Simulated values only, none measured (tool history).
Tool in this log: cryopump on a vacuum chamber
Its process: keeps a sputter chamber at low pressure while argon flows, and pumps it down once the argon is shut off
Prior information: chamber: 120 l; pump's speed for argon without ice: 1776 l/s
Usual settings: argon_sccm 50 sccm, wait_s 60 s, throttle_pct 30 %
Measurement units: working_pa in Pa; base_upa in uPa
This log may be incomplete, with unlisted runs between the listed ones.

{"run": 1, "hour": 0.0, "argon_sccm": 50, "wait_s": 60, "throttle_pct": 30, "working_pa": 0.1646, "base_upa": 3.21}
{"run": 2, "hour": 83.2, "argon_sccm": 50, "wait_s": 60, "throttle_pct": 30, "working_pa": 0.1648, "base_upa": 3.33}
{"run": 3, "hour": 125.4, "argon_sccm": 30, "wait_s": 60, "throttle_pct": 30, "working_pa": 0.0983, "base_upa": 3.17}
{"run": 4, "hour": 175.5, "argon_sccm": 50, "wait_s": 60, "throttle_pct": 30, "working_pa": 0.1675, "base_upa": 3.2}
{"run": 5, "hour": 243.9, "argon_sccm": 50, "wait_s": 60, "throttle_pct": 30, "working_pa": 0.166, "base_upa": 3.37}
{"run": 6, "hour": 301.0, "argon_sccm": 50, "wait_s": 60, "throttle_pct": 30, "working_pa": 0.1653, "base_upa": 3.28}
{"run": 7, "hour": 397.7, "argon_sccm": 50, "wait_s": 114, "throttle_pct": 30, "working_pa": 0.1659, "base_upa": 3.14}
{"hour": 465.7, "done": "pump warmed up, emptied and cooled again"}
{"run": 8, "hour": 495.8, "argon_sccm": 50, "wait_s": 114, "throttle_pct": 30, "working_pa": 0.1604, "base_upa": 2.82}
{"run": 9, "hour": 578.4, "argon_sccm": 50, "wait_s": 60, "throttle_pct": 30, "working_pa": 0.1609, "base_upa": 3.17}
{"run": 10, "hour": 675.8, "argon_sccm": 50, "wait_s": 60, "throttle_pct": 30, "working_pa": 0.1603, "base_upa": 3.25}
{"hour": 693.0, "done": "leaking fittings of the chamber tightened, without venting"}
{"run": 11, "hour": 751.8, "argon_sccm": 50, "wait_s": 60, "throttle_pct": 30, "working_pa": 0.1611, "base_upa": 0.87}
{"run": 12, "hour": 798.6, "argon_sccm": 50, "wait_s": 100, "throttle_pct": 30, "working_pa": 0.161, "base_upa": 0.63}
{"run": 13, "hour": 902.3, "argon_sccm": 95, "wait_s": 60, "throttle_pct": 30, "working_pa": 0.3055, "base_upa": 0.94}
{"run": 14, "hour": 982.4, "argon_sccm": 95, "wait_s": 82, "throttle_pct": 52, "working_pa": 0.1819, "base_upa": 0.8}
{"run": 15, "hour": 1043.1, "argon_sccm": 95, "wait_s": 82, "throttle_pct": 52, "working_pa": 0.181, "base_upa": 0.78}
{"run": 16, "hour": 1131.6, "argon_sccm": 100, "wait_s": 30, "throttle_pct": 40, "working_pa": 0.2474, "base_upa": 1.74}
{"run": 17, "hour": 1177.2, "argon_sccm": 75, "wait_s": 235, "throttle_pct": 28, "working_pa": 0.2633, "base_upa": 0.49}
{"run": 18, "hour": 1222.5, "argon_sccm": 75, "wait_s": 60, "throttle_pct": 22, "working_pa": 0.3312, "base_upa": 1.08}
{"run": 19, "hour": 1308.5, "argon_sccm": 51, "wait_s": 167, "throttle_pct": 19, "working_pa": 0.2613, "base_upa": 0.67}
{"run": 20, "hour": 1370.7, "argon_sccm": 51, "wait_s": 167, "throttle_pct": 51, "working_pa": 0.1026, "base_upa": 0.68}
{"run": 21, "hour": 1448.6, "argon_sccm": 51, "wait_s": 167, "throttle_pct": 51, "working_pa": 0.1017, "base_upa": 0.68}
{"run": 22, "hour": 1520.4, "argon_sccm": 41, "wait_s": 60, "throttle_pct": 27, "working_pa": 0.1498, "base_upa": 1.18}
{"run": 23, "hour": 1565.0, "argon_sccm": 81, "wait_s": 94, "throttle_pct": 18, "working_pa": 0.4413, "base_upa": 0.95}

Below are 5 alternative next runs, each starting from the tool's condition after run 23. Predict each:
{"run": "A", "hour": 1646.4, "argon_sccm": 21, "wait_s": 29, "throttle_pct": 30, "working_pa": "?", "base_upa": "?"}
{"run": "B", "hour": 1646.4, "argon_sccm": 81, "wait_s": 94, "throttle_pct": 17, "working_pa": "?", "base_upa": "?"}
{"run": "C", "hour": 1646.4, "argon_sccm": 81, "wait_s": 94, "throttle_pct": 37, "working_pa": "?", "base_upa": "?"}
{"run": "D", "hour": 1646.4, "argon_sccm": 24, "wait_s": 103, "throttle_pct": 30, "working_pa": "?", "base_upa": "?"}
{"run": "E", "hour": 1646.4, "argon_sccm": 89, "wait_s": 212, "throttle_pct": 16, "working_pa": "?", "base_upa": "?"}

run=A working_pa=0.0697 base_upa=1.90
run=B working_pa=0.4663 base_upa=0.96
run=C working_pa=0.2209 base_upa=1.00
run=D working_pa=0.0804 base_upa=0.97
run=E working_pa=0.5438 base_upa=0.70
Without the tool's hidden state the same runs would have given:
run=A working_pa=0.0664 base_upa=1.54
run=B working_pa=0.4535 base_upa=0.59
run=C working_pa=0.2082 base_upa=0.63
run=D working_pa=0.0766 base_upa=0.61
run=E working_pa=0.5298 base_upa=0.34

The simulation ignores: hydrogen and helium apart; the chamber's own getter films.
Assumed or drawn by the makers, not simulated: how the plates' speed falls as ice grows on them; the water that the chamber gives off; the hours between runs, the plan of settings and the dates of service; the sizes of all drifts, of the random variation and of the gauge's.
